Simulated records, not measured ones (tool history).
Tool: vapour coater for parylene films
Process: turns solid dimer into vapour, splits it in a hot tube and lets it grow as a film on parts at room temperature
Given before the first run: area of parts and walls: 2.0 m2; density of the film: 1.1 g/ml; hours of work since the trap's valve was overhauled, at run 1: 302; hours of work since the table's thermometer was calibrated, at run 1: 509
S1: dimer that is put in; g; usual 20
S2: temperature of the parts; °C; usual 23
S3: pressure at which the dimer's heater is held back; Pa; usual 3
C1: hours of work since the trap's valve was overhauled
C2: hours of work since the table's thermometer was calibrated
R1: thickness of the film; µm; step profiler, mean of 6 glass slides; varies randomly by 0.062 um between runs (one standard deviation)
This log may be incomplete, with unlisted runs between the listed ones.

| run | hour | S1 | S2 | S3 | C1 | C2 | R1 |
|---|---|---|---|---|---|---|---|
| 1 | 0.0 | 20 | 23 | 3 | 302 | 509 | 6.99 |
| 2 | 76.2 | 20 | 23 | 3 | 364 | 570 | 6.89 |
| 3 | 147.6 | 20 | 23 | 3 | 422 | 628 | 6.86 |
| 4 | 210.5 | 20 | 23 | 3 | 473 | 679 | 6.77 |
|  | 238.0 | trap's valve overhauled |
| 5 | 272.0 | 20 | 23 | 3 | 28 | 726 | 6.63 |
| 6 | 340.7 | 20 | 23 | 3 | 83 | 781 | 6.55 |
| 7 | 403.1 | 20 | 23 | 3 | 134 | 832 | 6.56 |
| 8 | 444.6 | 35 | 23 | 3 | 167 | 865 | 11.31 |
| 9 | 478.2 | 35 | 23 | 3 | 194 | 892 | 11.18 |

Expected results for the next run?
| 10 | 531.3 | 11 | 23 | 3 | 237 | 935 | ? |

Run 10 produced R1 3.49 µm.
On a tool with no hidden condition, and with the same random variation, this run would have come out at R1 4.08 µm.
